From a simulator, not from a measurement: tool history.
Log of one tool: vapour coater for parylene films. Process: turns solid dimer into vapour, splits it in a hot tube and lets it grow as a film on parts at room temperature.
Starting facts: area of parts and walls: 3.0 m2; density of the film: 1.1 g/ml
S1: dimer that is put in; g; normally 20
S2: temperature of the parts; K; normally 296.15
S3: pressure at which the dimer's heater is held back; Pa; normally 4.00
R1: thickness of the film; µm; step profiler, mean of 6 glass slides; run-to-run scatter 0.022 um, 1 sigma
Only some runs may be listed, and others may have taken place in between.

| run | hour | S1 | S2 | S3 | R1 |
|---|---|---|---|---|---|
| 1 | 0.0 | 20 | 296.15 | 4.00 | 3.17 |
| 2 | 15.6 | 20 | 296.15 | 4.00 | 3.19 |
| 3 | 28.3 | 20 | 296.15 | 7.10 | 2.93 |
| 4 | 42.3 | 20 | 296.15 | 4.00 | 3.17 |
| 5 | 51.2 | 20 | 296.15 | 4.00 | 3.21 |
| 6 | 59.3 | 20 | 296.15 | 4.00 | 3.18 |
| 7 | 77.6 | 20 | 296.15 | 4.00 | 3.17 |
| 8 | 93.0 | 20 | 296.15 | 4.00 | 3.15 |
| 9 | 104.1 | 20 | 300.15 | 4.00 | 2.85 |
| 10 | 117.1 | 20 | 300.15 | 4.00 | 2.83 |
| 11 | 132.8 | 20 | 300.15 | 4.00 | 2.82 |
| 12 | 150.3 | 20 | 300.15 | 4.00 | 2.85 |
| 13 | 169.0 | 20 | 300.15 | 6.41 | 2.68 |
| 14 | 188.4 | 20 | 300.15 | 6.41 | 2.67 |
| 15 | 199.9 | 20 | 300.15 | 6.41 | 2.64 |
| 16 | 210.5 | 35 | 300.15 | 6.41 | 4.59 |
| 17 | 220.8 | 10 | 296.15 | 4.00 | 1.60 |
| 18 | 232.0 | 20 | 289.15 | 4.00 | 3.86 |
| 19 | 246.1 | 20 | 296.15 | 4.76 | 3.07 |
| 20 | 262.2 | 20 | 296.15 | 4.76 | 3.05 |
| 21 | 279.5 | 24 | 304.15 | 3.75 | 3.06 |
| 22 | 289.3 | 24 | 304.15 | 3.75 | 3.11 |

Expected results for the next run?
| 23 | 299.0 | 24 | 303.15 | 11.66 | ? |

Run 23 produced R1 2.67 µm.
Take away the tool's hidden state, keep the run-to-run variation as it was, and the same run would have given R1 2.68 µm.
